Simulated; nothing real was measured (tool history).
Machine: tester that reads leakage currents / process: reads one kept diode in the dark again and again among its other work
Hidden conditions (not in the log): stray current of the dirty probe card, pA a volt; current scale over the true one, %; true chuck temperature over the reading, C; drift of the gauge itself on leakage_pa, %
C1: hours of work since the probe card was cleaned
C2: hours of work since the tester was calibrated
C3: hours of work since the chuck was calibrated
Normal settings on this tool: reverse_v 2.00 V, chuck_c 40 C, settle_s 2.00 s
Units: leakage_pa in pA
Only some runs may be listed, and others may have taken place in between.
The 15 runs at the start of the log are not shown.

{"run": 16, "hour": 2834.2, "reverse_v": 2.0, "chuck_c": 40, "settle_s": 9.88, "C1": 576, "C2": 937, "C3": 199, "leakage_pa": 204.46}
{"run": 17, "hour": 2971.3, "reverse_v": 2.0, "chuck_c": 40, "settle_s": 2.0, "C1": 673, "C2": 1034, "C3": 296, "leakage_pa": 203.21}
{"run": 18, "hour": 3084.3, "reverse_v": 2.0, "chuck_c": 40, "settle_s": 2.0, "C1": 753, "C2": 1114, "C3": 376, "leakage_pa": 201.65}
{"run": 19, "hour": 3349.9, "reverse_v": 2.0, "chuck_c": 40, "settle_s": 2.0, "C1": 941, "C2": 1302, "C3": 564, "leakage_pa": 201.04}
{"run": 20, "hour": 3615.8, "reverse_v": 5.19, "chuck_c": 40, "settle_s": 2.0, "C1": 1129, "C2": 1490, "C3": 752, "leakage_pa": 321.96}
{"hour": 3723.6, "done": "chuck's temperature calibrated"}
{"run": 21, "hour": 3874.4, "reverse_v": 5.15, "chuck_c": 40, "settle_s": 6.41, "C1": 1310, "C2": 1671, "C3": 107, "leakage_pa": 334.44}
{"run": 22, "hour": 4135.8, "reverse_v": 5.15, "chuck_c": 32, "settle_s": 6.08, "C1": 1495, "C2": 1856, "C3": 292, "leakage_pa": 189.68}
{"run": 23, "hour": 4400.0, "reverse_v": 5.15, "chuck_c": 32, "settle_s": 6.08, "C1": 1682, "C2": 2043, "C3": 478, "leakage_pa": 188.87}
{"run": 24, "hour": 4524.3, "reverse_v": 5.15, "chuck_c": 32, "settle_s": 6.08, "C1": 1770, "C2": 2131, "C3": 566, "leakage_pa": 187.27}
{"run": 25, "hour": 4768.8, "reverse_v": 5.15, "chuck_c": 32, "settle_s": 6.08, "C1": 1943, "C2": 2304, "C3": 739, "leakage_pa": 185.84}
{"hour": 4884.1, "done": "chuck's temperature calibrated"}
{"run": 26, "hour": 4920.6, "reverse_v": 4.91, "chuck_c": 40, "settle_s": 8.44, "C1": 2049, "C2": 2410, "C3": 26, "leakage_pa": 331.14}
{"run": 27, "hour": 5050.2, "reverse_v": 1.57, "chuck_c": 40, "settle_s": 1.87, "C1": 2141, "C2": 2501, "C3": 117, "leakage_pa": 183.96}
{"run": 28, "hour": 5317.7, "reverse_v": 1.49, "chuck_c": 58, "settle_s": 1.19, "C1": 2330, "C2": 2691, "C3": 307, "leakage_pa": 572.66}
{"hour": 5365.2, "done": "probe card cleaned and baked"}
{"run": 29, "hour": 5570.6, "reverse_v": 10.62, "chuck_c": 40, "settle_s": 2.06, "C1": 145, "C2": 2867, "C3": 483, "leakage_pa": 461.38}
{"run": 30, "hour": 5679.6, "reverse_v": 10.62, "chuck_c": 40, "settle_s": 2.06, "C1": 222, "C2": 2945, "C3": 561, "leakage_pa": 462.11}
{"run": 31, "hour": 5870.9, "reverse_v": 10.62, "chuck_c": 40, "settle_s": 2.06, "C1": 358, "C2": 3080, "C3": 696, "leakage_pa": 455.05}
{"hour": 6059.7, "done": "chuck's temperature calibrated"}
{"run": 32, "hour": 6089.4, "reverse_v": 1.08, "chuck_c": 38, "settle_s": 2.0, "C1": 511, "C2": 3233, "C3": 21, "leakage_pa": 129.77}
{"run": 33, "hour": 6221.2, "reverse_v": 1.46, "chuck_c": 40, "settle_s": 2.0, "C1": 604, "C2": 3326, "C3": 114, "leakage_pa": 174.19}
{"run": 34, "hour": 6332.8, "reverse_v": 2.0, "chuck_c": 46, "settle_s": 4.25, "C1": 683, "C2": 3405, "C3": 193, "leakage_pa": 302.69}
{"run": 35, "hour": 6469.2, "reverse_v": 2.0, "chuck_c": 40, "settle_s": 0.41, "C1": 779, "C2": 3502, "C3": 290, "leakage_pa": 201.6}
{"run": 36, "hour": 6708.9, "reverse_v": 1.69, "chuck_c": 40, "settle_s": 0.43, "C1": 949, "C2": 3671, "C3": 459, "leakage_pa": 182.39}
{"hour": 6791.3, "done": "tester calibrated"}
{"run": 37, "hour": 6956.5, "reverse_v": 1.69, "chuck_c": 45, "settle_s": 8.84, "C1": 1123, "C2": 117, "C3": 633, "leakage_pa": 259.23}
{"run": 38, "hour": 7132.7, "reverse_v": 2.07, "chuck_c": 51, "settle_s": 3.38, "C1": 1247, "C2": 241, "C3": 758, "leakage_pa": 422.43}
{"hour": 7232.1, "done": "chuck's temperature calibrated"}
{"run": 39, "hour": 7302.3, "reverse_v": 1.13, "chuck_c": 24, "settle_s": 0.64, "C1": 1366, "C2": 360, "C3": 50, "leakage_pa": 50.23}
{"run": 40, "hour": 7529.5, "reverse_v": 1.13, "chuck_c": 24, "settle_s": 0.64, "C1": 1527, "C2": 521, "C3": 210, "leakage_pa": 49.6}

What if the next run were any one of these 3? Each begins from the tool's condition after run 40:
{"run": "A", "hour": 7659.2, "reverse_v": 4.87, "chuck_c": 42, "settle_s": 2.0, "C1": 1618, "C2": 612, "C3": 302, "leakage_pa": "?"}
{"run": "B", "hour": 7659.2, "reverse_v": 1.13, "chuck_c": 55, "settle_s": 0.64, "C1": 1618, "C2": 612, "C3": 302, "leakage_pa": "?"}
{"run": "C", "hour": 7659.2, "reverse_v": 6.7, "chuck_c": 28, "settle_s": 0.64, "C1": 1618, "C2": 612, "C3": 302, "leakage_pa": "?"}

run=A leakage_pa=375.84
run=B leakage_pa=419.37
run=C leakage_pa=167.88
The same runs, with their run-to-run variation unchanged, on a tool lacking any hidden condition would have given:
run=A leakage_pa=371.09
run=B leakage_pa=420.52
run=C leakage_pa=158.84
